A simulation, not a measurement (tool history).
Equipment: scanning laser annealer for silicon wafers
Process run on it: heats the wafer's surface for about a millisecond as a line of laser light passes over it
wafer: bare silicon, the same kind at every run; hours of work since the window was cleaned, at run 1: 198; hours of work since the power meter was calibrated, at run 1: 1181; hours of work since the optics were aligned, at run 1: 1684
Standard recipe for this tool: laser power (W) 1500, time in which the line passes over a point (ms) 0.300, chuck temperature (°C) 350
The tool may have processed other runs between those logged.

run,hour,laser power (W),time in which the line passes over a point (ms),chuck temperature (°C),hours of work since the window was cleaned,hours of work since the power meter was calibrated,hours of work since the optics were aligned,highest temperature of the surface (°C)
1,0.0,1500,0.300,350,198,1181,1684,1065
2,67.4,1500,0.300,350,230,1213,1716,1060
3,116.3,1500,0.300,329,253,1237,1739,1036
4,174.2,1500,0.300,329,281,1264,1767,1031
5,236.6,1500,0.300,329,311,1294,1797,1027
6,319.8,1500,0.300,350,351,1334,1837,1045
# hour 331.0: optics aligned, line set to its width
# hour 348.0: window over the wafer cleaned
7,391.6,1500,0.300,350,21,1365,28,1090
8,470.2,1500,0.300,351,58,1403,66,1085
9,556.6,1500,0.300,351,100,1444,107,1077
10,628.4,1500,0.300,350,134,1478,141,1074
11,668.9,1500,0.329,350,153,1497,161,1099
12,720.4,1500,0.300,350,178,1522,185,1063
13,800.5,1500,0.300,359,216,1560,223,1072
14,855.2,1500,0.348,350,242,1587,250,1105
15,936.0,1500,0.348,350,281,1625,288,1101
16,1019.6,1500,0.250,350,321,1665,328,997
17,1067.7,1442,0.300,350,344,1688,351,1014
# hour 1100.1: window over the wafer cleaned
18,1148.1,1617,0.300,378,23,1726,389,1178
19,1200.1,1428,0.315,350,48,1750,413,1058
20,1275.3,1580,0.233,364,84,1786,449,1053
21,1354.1,1394,0.233,384,121,1824,487,978
22,1404.1,1394,0.233,384,145,1848,511,976
23,1489.3,1544,0.363,345,186,1889,552,1147
24,1572.6,1544,0.363,345,226,1928,591,1140
25,1640.4,1464,0.244,364,258,1961,624,990
26,1677.6,1371,0.300,350,276,1979,642,983
27,1750.7,1371,0.347,374,311,2014,677,1044
28,1820.9,1583,0.300,344,345,2047,710,1079
# hour 1855.0: window over the wafer cleaned
29,1858.4,1296,0.232,355,2,2064,727,912
30,1894.1,1528,0.279,312,19,2081,744,1040
31,1967.0,1407,0.330,317,54,2116,779,1025
32,2047.0,1335,0.227,317,92,2154,817,880
33,2133.6,1280,0.355,353,133,2196,859,997
34,2215.5,1280,0.355,353,172,2235,898,996

Each row is a separate what-if for the run after 34, all from the same tool condition, not one after another. Results?
A,2254.0,1553,0.342,353,191,2253,916,?
B,2254.0,1280,0.279,353,191,2253,916,?
C,2254.0,1280,0.281,353,191,2253,916,?
D,2254.0,1549,0.371,339,191,2253,916,?
E,2254.0,1514,0.263,353,191,2253,916,?

run,highest temperature of the surface (°C)
A,1135
B,928
C,927
D,1146
E,1029
With no hidden state in the tool, these same runs would have given:
run,highest temperature of the surface (°C)
A,1173
B,956
C,955
D,1186
E,1062
